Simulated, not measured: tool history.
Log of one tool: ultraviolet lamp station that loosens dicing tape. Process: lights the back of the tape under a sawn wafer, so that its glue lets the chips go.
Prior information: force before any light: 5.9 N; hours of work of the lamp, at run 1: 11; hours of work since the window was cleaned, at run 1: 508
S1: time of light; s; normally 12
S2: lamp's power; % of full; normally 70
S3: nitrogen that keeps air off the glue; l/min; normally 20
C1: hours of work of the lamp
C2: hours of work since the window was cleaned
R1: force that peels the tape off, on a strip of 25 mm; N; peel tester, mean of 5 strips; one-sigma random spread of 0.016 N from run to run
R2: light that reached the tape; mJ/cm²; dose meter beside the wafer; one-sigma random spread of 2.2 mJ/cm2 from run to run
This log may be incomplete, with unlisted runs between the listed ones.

| run | hour | S1 | S2 | S3 | C1 | C2 | R1 | R2 |
|---|---|---|---|---|---|---|---|---|
| 1 | 0 | 12 | 70 | 20 | 11 | 508 | 0.787 | 184 |
| 2 | 12.1 | 12 | 70 | 20 | 20 | 517 | 0.774 | 187 |
| 3 | 21.1 | 12 | 70 | 20 | 26 | 523 | 0.797 | 181 |
| 4 | 32.6 | 12 | 70 | 20 | 35 | 532 | 0.763 | 184 |
| 5 | 42.1 | 12 | 70 | 20 | 42 | 539 | 0.783 | 182 |
| 6 | 55.4 | 12 | 70 | 20 | 52 | 549 | 0.783 | 180 |
| 7 | 73.5 | 12 | 70 | 20 | 66 | 563 | 0.8 | 183 |
| 8 | 82.3 | 12 | 70 | 20 | 72 | 569 | 0.8 | 187 |
| 9 | 97.1 | 12 | 70 | 20 | 83 | 580 | 0.788 | 177 |
| 10 | 111.8 | 12 | 70 | 13 | 94 | 591 | 1.027 | 184 |
| 11 | 126.3 | 12 | 70 | 13 | 105 | 602 | 1.023 | 186 |
| 12 | 136.6 | 12 | 70 | 13 | 113 | 610 | 1.026 | 182 |
| 13 | 150.1 | 12 | 70 | 13 | 123 | 620 | 1.055 | 181 |
| 14 | 163.9 | 12 | 70 | 21 | 133 | 630 | 0.782 | 182 |
| 15 | 181.1 | 12 | 70 | 21 | 146 | 643 | 0.737 | 184 |
| 16 | 196.6 | 12 | 70 | 20 | 158 | 655 | 0.807 | 182 |
| 17 | 212.4 | 12 | 70 | 13 | 170 | 667 | 1.04 | 182 |
| 18 | 223.8 | 12 | 70 | 13 | 178 | 675 | 1.013 | 185 |
|  | 243 | window cleaned of glue's vapour |
| 19 | 243 | 12 | 70 | 13 | 192 | 0 | 1.038 | 185 |
| 20 | 259.7 | 12 | 70 | 13 | 205 | 12 | 1.022 | 186 |
| 21 | 274.5 | 12 | 70 | 13 | 216 | 24 | 1.019 | 183 |
| 22 | 288.1 | 12 | 70 | 20 | 226 | 34 | 0.742 | 186 |
| 23 | 305.4 | 12 | 70 | 20 | 239 | 47 | 0.738 | 182 |
| 24 | 323.8 | 15 | 95 | 20 | 253 | 60 | 0.238 | 312 |
| 25 | 332.3 | 7 | 62 | 18 | 259 | 67 | 2.122 | 94 |
| 26 | 344.4 | 9 | 87 | 18 | 268 | 76 | 0.937 | 171 |
| 27 | 362.3 | 9 | 87 | 18 | 282 | 89 | 0.964 | 167 |
| 28 | 376.6 | 10 | 70 | 20 | 292 | 100 | 1.103 | 149 |
| 29 | 391.3 | 10 | 70 | 20 | 303 | 111 | 1.086 | 154 |
| 30 | 401.8 | 10 | 70 | 20 | 311 | 119 | 1.056 | 152 |
| 31 | 411.5 | 12 | 70 | 11 | 318 | 126 | 1.152 | 186 |
| 32 | 424.1 | 15 | 81 | 11 | 328 | 136 | 0.611 | 270 |
| 33 | 441.4 | 15 | 81 | 11 | 341 | 149 | 0.565 | 266 |
| 34 | 456.7 | 12 | 96 | 8 | 352 | 160 | 0.85 | 254 |
| 35 | 470.1 | 18 | 71 | 20 | 362 | 170 | 0.302 | 281 |
| 36 | 483.8 | 20 | 70 | 20 | 373 | 180 | 0.261 | 308 |
| 37 | 492.1 | 8 | 70 | 36 | 379 | 186 | 1.129 | 121 |
| 38 | 507.8 | 12 | 93 | 27 | 390 | 198 | 0.344 | 243 |
| 39 | 525 | 12 | 72 | 20 | 403 | 211 | 0.743 | 188 |
| 40 | 536.5 | 9 | 68 | 13 | 412 | 220 | 1.691 | 134 |
| 41 | 544.1 | 22 | 70 | 6 | 418 | 225 | 0.57 | 339 |
| 42 | 562.8 | 6 | 93 | 20 | 432 | 239 | 1.496 | 123 |
| 43 | 571.1 | 12 | 70 | 34 | 438 | 246 | 0.54 | 185 |

Here are 3 independent what-if runs from the current tool condition. What would each one return?
| A | 581.2 | 14 | 70 | 9 | 445 | 253 | ? | ? |
| B | 581.2 | 11 | 70 | 34 | 445 | 253 | ? | ? |
| C | 581.2 | 12 | 76 | 20 | 445 | 253 | ? | ? |

| run | R1 | R2 |
|---|---|---|
| A | 0.983 | 216 |
| B | 0.686 | 166 |
| C | 0.645 | 199 |
Without the tool's unlogged condition, the same runs would have read:
| run | R1 | R2 |
|---|---|---|
| A | 0.982 | 217 |
| B | 0.685 | 166 |
| C | 0.644 | 199 |

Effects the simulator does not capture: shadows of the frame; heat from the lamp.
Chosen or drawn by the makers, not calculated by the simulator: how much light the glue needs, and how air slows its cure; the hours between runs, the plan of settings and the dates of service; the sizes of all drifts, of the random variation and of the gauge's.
